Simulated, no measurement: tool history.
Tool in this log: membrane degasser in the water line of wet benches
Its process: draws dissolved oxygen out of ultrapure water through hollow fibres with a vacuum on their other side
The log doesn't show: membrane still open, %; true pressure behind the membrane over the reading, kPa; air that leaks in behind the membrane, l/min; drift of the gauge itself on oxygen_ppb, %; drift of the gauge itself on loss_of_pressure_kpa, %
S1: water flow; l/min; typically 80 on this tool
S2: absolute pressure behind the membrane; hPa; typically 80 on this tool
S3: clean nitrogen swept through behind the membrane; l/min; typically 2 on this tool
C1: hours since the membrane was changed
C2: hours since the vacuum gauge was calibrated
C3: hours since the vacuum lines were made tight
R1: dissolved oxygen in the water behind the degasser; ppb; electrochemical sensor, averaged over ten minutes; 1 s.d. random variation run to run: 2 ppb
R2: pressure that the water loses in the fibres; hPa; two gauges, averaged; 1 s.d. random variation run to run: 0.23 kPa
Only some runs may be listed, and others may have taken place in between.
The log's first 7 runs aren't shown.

run,hour,S1,S2,S3,C1,C2,C3,R1,R2
# hour 1174.2: vacuum gauge calibrated
8,1283.3,80,80,1.33,10322,109,1283,505.1,587.6
9,1493.3,80,80,1.33,10532,319,1493,500,588.1
10,1744.7,80,80,1.33,10783,571,1744,510.2,585.6
11,1887.5,80,80,1.33,10926,713,1887,505.9,588.2
12,2048.7,80,80,1.33,11087,875,2048,505,586.3
13,2281.1,80,80,2,11320,1107,2281,382.1,586.2
14,2476.7,80,80,2,11515,1303,2476,373.4,584.6
15,2663.6,80,80,2,11702,1489,2663,376.5,583.3
16,2804.3,80,80,2,11843,1630,2804,374.4,582.2
17,2951.1,77,80,2.54,11990,1777,2951,304.2,558.3
18,3098.6,77,80,2.54,12137,1924,3098,300.5,560.7
19,3281.7,80,161.5,5.4,12320,2108,3281,426.1,587
20,3417.7,107,125.8,2.16,12456,2244,3417,838.5,777.1
21,3604.4,107,125.8,2.16,12643,2430,3604,829,778.1
22,3713.4,107,125.8,2.19,12752,2539,3713,824.9,775.2
23,3966.7,58,55.8,2.52,13005,2793,3966,119.6,419.3
24,4175.8,58,55.8,2.52,13214,3002,4175,120,417.4
25,4302.5,80,97.9,4.98,13341,3128,4302,239.8,584.7
26,4482.3,84,97.9,4.9,13521,3308,4482,256.7,611.9
# hour 4546.6: gauge calibrated
27,4743.6,90,94.6,1.49,13782,3569,4743,656.3,657.3
28,4862.6,58,135.6,0.92,13901,3688,4862,1063,430.3
29,5072.6,73,80,2,14111,3898,5072,347.5,538.6
30,5326.6,71,138.3,2,14365,4152,5326,716.9,524.7
31,5562.3,49,49.3,2.7,14601,4388,5562,70.8,362.6
32,5797.2,103,158.4,1.1,14836,4623,5797,1632.2,755.2

Forecast each of these 3 alternatives for the next run:
A,6027.1,61,80,2,15066,4853,6027,?,?
B,6027.1,80,113.1,0.95,15066,4853,6027,?,?
C,6027.1,109,158.4,1.25,15066,4853,6027,?,?

run,R1,R2
A,299.5,445.9
B,1018.8,587.2
C,1549.7,801.7
Without the tool's hidden state the same runs would have given:
run,R1,R2
A,299.3,449
B,1018.6,591.3
C,1549.5,807.3
